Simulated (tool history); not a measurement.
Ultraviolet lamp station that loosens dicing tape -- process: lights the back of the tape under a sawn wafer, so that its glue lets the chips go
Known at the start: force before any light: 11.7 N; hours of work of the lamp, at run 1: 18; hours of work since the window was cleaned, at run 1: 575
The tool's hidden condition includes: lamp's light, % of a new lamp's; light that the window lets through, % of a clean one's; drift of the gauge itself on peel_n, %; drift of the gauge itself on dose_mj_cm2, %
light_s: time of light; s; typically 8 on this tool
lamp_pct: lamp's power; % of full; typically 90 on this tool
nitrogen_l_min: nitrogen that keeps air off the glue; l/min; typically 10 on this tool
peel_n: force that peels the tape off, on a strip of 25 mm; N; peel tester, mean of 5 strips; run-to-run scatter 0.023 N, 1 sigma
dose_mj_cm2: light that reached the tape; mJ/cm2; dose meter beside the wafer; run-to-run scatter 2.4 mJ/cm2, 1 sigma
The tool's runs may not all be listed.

run   hour  light_s  lamp_pct  nitrogen_l_min  hours of work of the lamp  hours of work since the window was cleaned  peel_n  dose_mj_cm2
  1      0        8        90              10                         18                                         575   1.429          242
  2   10.9        8        90              10                         23                                         580   1.444          241
  3   18.4        8        90              10                         26                                         583   1.486          243
  4   29.5        8        90              10                         31                                         588   1.424          240
  5   41.8        8        90              10                         36                                         593   1.469          238
  6   48.3        8        90              10                         39                                         596     1.5          235
  7   57.5        8        90               5                         43                                         600   2.131          241
  8   66.7        8        90               5                         47                                         604   2.122          238
      69.1  -- window cleaned of glue's vapour
  9   79.3        8        90               5                         52                                           4   2.409          220
 10   88.6        8        90               5                         57                                           9   2.339          221
 11   99.9        8        90               5                         62                                          14   2.403          218
 12    110        8        90               5                         66                                          18   2.409          220
 13  117.2        8        90               5                         69                                          21   2.451          220
 14  123.4        8        90              10                         72                                          24   1.826          217
 15  133.8        8        90              10                         76                                          28   1.794          215
     134.8  -- window cleaned of glue's vapour, once more
 16  140.3        8        90              10                         79                                           2   1.246          265
 17  145.8        8        90              10                         81                                           5   1.242          259
 18  153.7        8        90              10                         85                                           8   1.208          265
 19  160.9        8        90              10                         88                                          11   1.261          265
 20  173.4        8        90               8                         94                                          17   1.403          259
 21  181.5        8        90               8                         97                                          21   1.431          263
 22  192.9        8        90               8                        102                                          26   1.405          262
 23  203.3        5        83               9                        107                                          30   3.117          154
 24  209.4        6        79              12                        109                                          33   2.494          168
 25  221.8       15        81              12                        115                                          38   0.366          438
 26  231.4       15        81              12                        119                                          42   0.376          436
 27  238.8        8        89               6                        122                                          46   1.715          256
 28  245.8        6        99              10                        125                                          49   1.845          211
 29  252.2        6        99              10                        128                                          52   1.816          211
 30  264.2       10        99              10                        133                                          57   0.653          350
 31  273.9       10        99              18                        138                                          61   0.512          347
 32  279.6        8        64              10                        140                                          64   2.371          187
 33  291.6       14        64              11                        146                                          69   0.768          315
 34    297        8        72              15                        148                                          71   1.725          203

Per-run results on a tool with no hidden state, each run keeping its own random variation:
run  peel_n  dose_mj_cm2
  1   1.127          273
  2   1.133          272
  3   1.163          275
  4   1.108          272
  5   1.138          270
  6   1.156          268
  7   1.694          275
  8   1.681          273
  9   1.686          273
 10   1.631          275
 11   1.669          272
 12   1.668          274
 13   1.694          275
 14   1.189          272
 15   1.162          271
 16   1.151          276
 17   1.145          270
 18   1.108          277
 19   1.154          277
 20   1.282          271
 21   1.302          276
 22   1.273          276
 23   2.913          162
 24   2.294          177
 25   0.329          464
 26   0.337          462
 27   1.533          272
 28   1.651          225
 29   1.621          225
 30   0.562          374
 31   0.443          372
 32   2.124          201
 33   0.653          339
 34   1.504          219
